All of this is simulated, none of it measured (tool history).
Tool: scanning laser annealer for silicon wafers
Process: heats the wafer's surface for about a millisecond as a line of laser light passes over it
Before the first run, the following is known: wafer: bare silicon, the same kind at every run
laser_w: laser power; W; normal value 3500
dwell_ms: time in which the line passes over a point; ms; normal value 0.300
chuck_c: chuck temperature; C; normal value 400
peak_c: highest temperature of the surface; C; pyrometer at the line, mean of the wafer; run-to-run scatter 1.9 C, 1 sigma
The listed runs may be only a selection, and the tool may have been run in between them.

run	hour	laser_w	dwell_ms	chuck_c	peak_c
1	0.0	3500	0.300	400	1147
# hour 12.9: window over the wafer cleaned
2	70.9	3311	0.300	400	1125
# hour 135.7: optics aligned, line set to its width
3	158.5	3311	0.300	400	1129
4	236.4	3500	0.212	400	1038
5	298.9	3500	0.212	400	1036
6	366.0	3500	0.212	400	1033
7	416.5	3500	0.380	400	1284
8	464.4	3500	0.380	400	1276
9	521.9	3500	0.380	400	1275
10	591.7	3500	0.380	400	1277
11	643.9	3500	0.221	400	1040
12	703.5	3500	0.221	400	1039
13	775.9	3500	0.221	400	1037
14	863.0	3500	0.256	400	1088
15	914.3	3500	0.300	400	1152
16	986.9	3070	0.300	400	1044
17	1043.8	3070	0.300	400	1044
18	1121.9	3479	0.347	400	1205
19	1189.4	3479	0.347	400	1201
20	1226.1	3479	0.347	400	1199
# hour 1256.0: window over the wafer cleaned
21	1287.9	3479	0.347	400	1240
22	1334.8	3344	0.363	428	1247
23	1382.9	3752	0.263	435	1213
24	1433.7	3410	0.289	436	1168
25	1484.3	3410	0.289	436	1167
26	1528.2	3410	0.289	436	1164
27	1567.9	3398	0.358	415	1236
28	1636.0	3035	0.304	373	1027
29	1719.2	3035	0.304	373	1022

Each row is a separate what-if for the run after 29, all from the same tool condition, not one after another. Results?
A	1793.9	3146	0.248	427	?
B	1793.9	3716	0.300	400	?
C	1793.9	3217	0.276	381	?

run	peak_c
A	1028
B	1217
C	1037
The same runs, with their run-to-run variation unchanged, on a tool lacking any hidden condition would have given:
run	peak_c
A	1050
B	1247
C	1062
